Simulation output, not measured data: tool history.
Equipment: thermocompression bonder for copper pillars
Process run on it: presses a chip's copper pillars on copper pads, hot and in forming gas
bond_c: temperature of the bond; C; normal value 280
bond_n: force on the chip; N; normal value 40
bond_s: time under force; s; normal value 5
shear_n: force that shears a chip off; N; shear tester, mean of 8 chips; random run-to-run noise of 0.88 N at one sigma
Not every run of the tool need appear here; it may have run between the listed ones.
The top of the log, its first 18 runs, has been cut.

run	hour	bond_c	bond_n	bond_s	hours of work since the heater was calibrated	hours of work since the force cell was calibrated	hours of work since the gas filter was changed	shear_n
19	342.9	280	56	5	485	300	148	78.6
20	362.7	280	56	5	495	310	158	76.2
21	386.1	280	56	5	507	321	170	75.2
22	397.4	284	40	4	512	327	176	66.9
23	423.8	284	40	4	526	340	189	65.1
24	444.1	284	40	4	536	351	199	65.5
25	463.1	280	39	15	545	360	209	81.7
# hour 484.5: forming gas filter changed
26	484.5	299	36	15	556	371	0	98
27	497	293	33	3	562	377	6	63.2
28	510.3	298	28	5	569	384	13	72
29	523.8	298	28	5	576	391	20	71.8
30	538.4	298	28	5	583	398	27	70.9
31	554.6	297	41	4	591	406	35	77.9
32	567	297	41	4	598	412	42	80.1
33	580.3	297	41	4	604	419	48	78.3
34	599.4	269	27	4	614	429	58	43.9
35	617.9	269	27	4	623	438	67	44.5
36	640.3	302	33	3	635	449	79	69.3

5 options for the next run, each taken on its own from the tool as it stands now. Forecast them:
A	651.3	302	43	3	640	455	84	?
B	651.3	280	46	6	640	455	84	?
C	651.3	289	33	3	640	455	84	?
D	651.3	264	34	6	640	455	84	?
E	651.3	280	55	3	640	455	84	?

run	shear_n
A	75.4
B	75.7
C	57.9
D	53
E	68.3
Stripped of hidden state, with their random variation kept, the same runs would have yielded:
run	shear_n
A	79.9
B	80.5
C	62.2
D	57.4
E	73.1

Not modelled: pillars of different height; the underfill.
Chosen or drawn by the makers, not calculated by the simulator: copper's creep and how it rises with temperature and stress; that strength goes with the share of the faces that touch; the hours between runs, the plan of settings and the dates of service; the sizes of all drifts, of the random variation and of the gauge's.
